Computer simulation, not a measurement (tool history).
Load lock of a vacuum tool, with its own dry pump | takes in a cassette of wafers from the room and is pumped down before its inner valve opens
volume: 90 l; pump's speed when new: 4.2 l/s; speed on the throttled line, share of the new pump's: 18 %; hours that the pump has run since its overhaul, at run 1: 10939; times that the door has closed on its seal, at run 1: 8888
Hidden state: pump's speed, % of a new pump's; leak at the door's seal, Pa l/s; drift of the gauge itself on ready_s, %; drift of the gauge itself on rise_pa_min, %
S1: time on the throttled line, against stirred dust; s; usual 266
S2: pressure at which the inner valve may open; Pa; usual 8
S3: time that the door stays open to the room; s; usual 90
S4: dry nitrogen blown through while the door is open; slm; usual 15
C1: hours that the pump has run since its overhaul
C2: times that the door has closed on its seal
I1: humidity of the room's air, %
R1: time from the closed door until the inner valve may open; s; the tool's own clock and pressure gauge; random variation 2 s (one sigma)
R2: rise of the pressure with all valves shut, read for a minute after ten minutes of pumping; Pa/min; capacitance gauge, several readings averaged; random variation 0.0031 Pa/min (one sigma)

run    hour   S1  S2   S3  S4     C1     C2    I1     R1     R2
  1       0  266   8   90  15  10939   8888  45.3    462  0.095
  2   163.1  266   8   90  15  11102   9321  45.1  462.9  0.097
  3   306.4  266   8   90  15  11245   9702  44.9  464.9    0.1
  4   516.6  266   8   82  15  11456  10261    41  461.6  0.099
  5     719  266   8   82  15  11658  10798  43.1  464.9  0.104
  6   954.1  266   8   90  15  11893  11423  44.7  464.1  0.108
  7  1143.3  266   8   90  15  12082  11926  45.7  468.8  0.103
  8  1242.6  446   8  190   9  12182  12189  43.4  606.7  0.151
  9    1427  446   8   61  12  12366  12679  46.5    609  0.112
 10  1664.5  446   8   61  12  12604  13310  42.6  609.8  0.106
     1735.5  -- dry pump taken out, an overhauled one fitted
 11  1879.3  271   7   47  25    144  13865  45.5  434.5  0.102
 12  2121.6  271   7  233   4    386  14509  47.9  436.3  0.209
 13  2296.2  266  13   90  19    561  14973  42.5  412.8  0.125
 14  2490.9  266   8   90  33    755  15490  43.8  431.5  0.123

Forecast each of these 3 alternatives for the next run:
  A  2608.7  394   8  90  15  873  15803  46.5   ?   ?
  B  2608.7  266   7  28  15  873  15803  42.4   ?   ?
  C  2608.7  351   8  87  15  873  15803  44.3   ?   ?

run     R1     R2
  A  527.5  0.143
  B  432.5  0.111
  C  494.4  0.136
Without the tool's hidden state the same runs would have given:
run     R1     R2
  A    525  0.066
  B  429.5  0.033
  C  491.7  0.058
